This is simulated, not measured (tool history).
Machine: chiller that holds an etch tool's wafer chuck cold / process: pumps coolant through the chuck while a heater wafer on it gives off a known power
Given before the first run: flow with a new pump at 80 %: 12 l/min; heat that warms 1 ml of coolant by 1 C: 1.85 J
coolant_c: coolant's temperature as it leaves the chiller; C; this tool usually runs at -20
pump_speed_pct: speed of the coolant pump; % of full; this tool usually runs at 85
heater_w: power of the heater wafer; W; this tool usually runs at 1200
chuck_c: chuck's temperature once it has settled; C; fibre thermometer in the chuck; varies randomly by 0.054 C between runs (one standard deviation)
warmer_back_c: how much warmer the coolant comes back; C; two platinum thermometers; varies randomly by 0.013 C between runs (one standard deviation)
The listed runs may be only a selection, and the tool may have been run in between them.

run	day	coolant_c	pump_speed_pct	heater_w	chuck_c	warmer_back_c
1	0	-20	85	1200	-11.07	3.09
2	2.462	-20	85	1200	-11.14	3.08
3	5.379	-20	85	950	-12.89	2.45
4	8.962	-20	85	950	-12.87	2.45
5	13.062	-21	85	1200	-12.02	3.12
6	18	-20	85	662	-14.95	1.71
7	23.312	-20	85	1200	-11.03	3.12
8	29.042	-20	85	1200	-10.99	3.09
9	32.971	-30	85	1200	-20.97	3.11
10	35.742	-20	81	1200	-10.59	3.27
11	39.242	-20	92	1200	-11.36	2.86
# day 39.608: chiller's thermometer calibrated
12	43.362	-20	92	1200	-11.53	2.86
13	46.7	-20	92	1200	-11.36	2.84

What does the tool deliver on the next run?
14	51.817	-19	86	1031	?	?

chuck_c: -11.22 C
warmer_back_c: 2.66 C
On a tool with no hidden condition, and with the same random variation, this run would have come out at chuck_c -11.67 C, warmer_back_c 2.59 C.
